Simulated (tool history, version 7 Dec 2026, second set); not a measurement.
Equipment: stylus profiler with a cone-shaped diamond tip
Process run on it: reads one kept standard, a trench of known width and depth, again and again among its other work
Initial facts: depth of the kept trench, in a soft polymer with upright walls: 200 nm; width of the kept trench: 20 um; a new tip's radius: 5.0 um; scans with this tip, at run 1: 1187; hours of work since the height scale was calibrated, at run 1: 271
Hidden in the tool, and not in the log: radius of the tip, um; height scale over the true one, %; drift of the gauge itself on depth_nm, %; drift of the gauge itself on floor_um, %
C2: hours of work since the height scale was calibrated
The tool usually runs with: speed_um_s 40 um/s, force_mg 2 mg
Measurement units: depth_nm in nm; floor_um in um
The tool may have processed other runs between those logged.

{"run": 1, "day": 0.0, "speed_um_s": 40, "force_mg": 2, "scans with this tip": 1187, "C2": 271, "depth_nm": 201.33, "floor_um": 16.89}
{"run": 2, "day": 0.421, "speed_um_s": 40, "force_mg": 2, "scans with this tip": 1221, "C2": 279, "depth_nm": 201.14, "floor_um": 16.83}
{"run": 3, "day": 1.088, "speed_um_s": 40, "force_mg": 2, "scans with this tip": 1274, "C2": 291, "depth_nm": 201.31, "floor_um": 16.8}
{"run": 4, "day": 1.708, "speed_um_s": 40, "force_mg": 2, "scans with this tip": 1324, "C2": 302, "depth_nm": 201.48, "floor_um": 16.84}
{"run": 5, "day": 2.329, "speed_um_s": 40, "force_mg": 2, "scans with this tip": 1374, "C2": 314, "depth_nm": 201.47, "floor_um": 16.8}
{"run": 6, "day": 2.638, "speed_um_s": 40, "force_mg": 2, "scans with this tip": 1399, "C2": 319, "depth_nm": 201.21, "floor_um": 16.82}
{"run": 7, "day": 3.279, "speed_um_s": 40, "force_mg": 2, "scans with this tip": 1450, "C2": 331, "depth_nm": 201.25, "floor_um": 16.82}
{"run": 8, "day": 3.858, "speed_um_s": 40, "force_mg": 2, "scans with this tip": 1496, "C2": 342, "depth_nm": 201.3, "floor_um": 16.84}
{"run": 9, "day": 4.446, "speed_um_s": 40, "force_mg": 2, "scans with this tip": 1543, "C2": 352, "depth_nm": 201.33, "floor_um": 16.88}
{"run": 10, "day": 5.017, "speed_um_s": 40, "force_mg": 2, "scans with this tip": 1589, "C2": 363, "depth_nm": 201.31, "floor_um": 16.78}
{"run": 11, "day": 5.429, "speed_um_s": 12, "force_mg": 3.14, "scans with this tip": 1622, "C2": 370, "depth_nm": 201.84, "floor_um": 17.02}
{"run": 12, "day": 5.979, "speed_um_s": 13, "force_mg": 1.16, "scans with this tip": 1666, "C2": 380, "depth_nm": 201.16, "floor_um": 16.93}
{"day": 6.033, "done": "height scale calibrated on a step standard"}
{"run": 13, "day": 6.492, "speed_um_s": 13, "force_mg": 1.16, "scans with this tip": 1705, "C2": 8, "depth_nm": 201.21, "floor_um": 16.87}
{"run": 14, "day": 7.104, "speed_um_s": 75, "force_mg": 3.24, "scans with this tip": 1755, "C2": 20, "depth_nm": 201.88, "floor_um": 16.62}
{"run": 15, "day": 7.429, "speed_um_s": 151, "force_mg": 1.26, "scans with this tip": 1780, "C2": 26, "depth_nm": 201.4, "floor_um": 15.88}
{"run": 16, "day": 8.021, "speed_um_s": 103, "force_mg": 1.59, "scans with this tip": 1828, "C2": 36, "depth_nm": 201.25, "floor_um": 16.3}
{"day": 8.208, "done": "height scale calibrated on a step standard, once more"}
{"run": 17, "day": 8.517, "speed_um_s": 103, "force_mg": 1.59, "scans with this tip": 1866, "C2": 6, "depth_nm": 200.78, "floor_um": 16.23}
{"run": 18, "day": 9.138, "speed_um_s": 103, "force_mg": 1.59, "scans with this tip": 1915, "C2": 17, "depth_nm": 200.94, "floor_um": 16.26}
{"run": 19, "day": 9.483, "speed_um_s": 73, "force_mg": 5.62, "scans with this tip": 1943, "C2": 23, "depth_nm": 202.01, "floor_um": 16.76}
{"run": 20, "day": 9.821, "speed_um_s": 51, "force_mg": 2, "scans with this tip": 1970, "C2": 29, "depth_nm": 200.77, "floor_um": 16.71}

4 options for the next run, each taken on its own from the tool as it stands now. Forecast them:
{"run": "A", "day": 10.367, "speed_um_s": 13, "force_mg": 2.08, "scans with this tip": 2014, "C2": 39, "depth_nm": "?", "floor_um": "?"}
{"run": "B", "day": 10.367, "speed_um_s": 51, "force_mg": 0.85, "scans with this tip": 2014, "C2": 39, "depth_nm": "?", "floor_um": "?"}
{"run": "C", "day": 10.367, "speed_um_s": 36, "force_mg": 3.3, "scans with this tip": 2014, "C2": 39, "depth_nm": "?", "floor_um": "?"}
{"run": "D", "day": 10.367, "speed_um_s": 15, "force_mg": 3.12, "scans with this tip": 2014, "C2": 39, "depth_nm": "?", "floor_um": "?"}

run=A depth_nm=200.96 floor_um=16.91
run=B depth_nm=200.75 floor_um=16.5
run=C depth_nm=201.62 floor_um=16.85
run=D depth_nm=201.41 floor_um=16.89
Without the tool's unlogged condition, the same runs would have read:
run=A depth_nm=200.98 floor_um=17.12
run=B depth_nm=200.77 floor_um=16.7
run=C depth_nm=201.64 floor_um=17.06
run=D depth_nm=201.43 floor_um=17.1
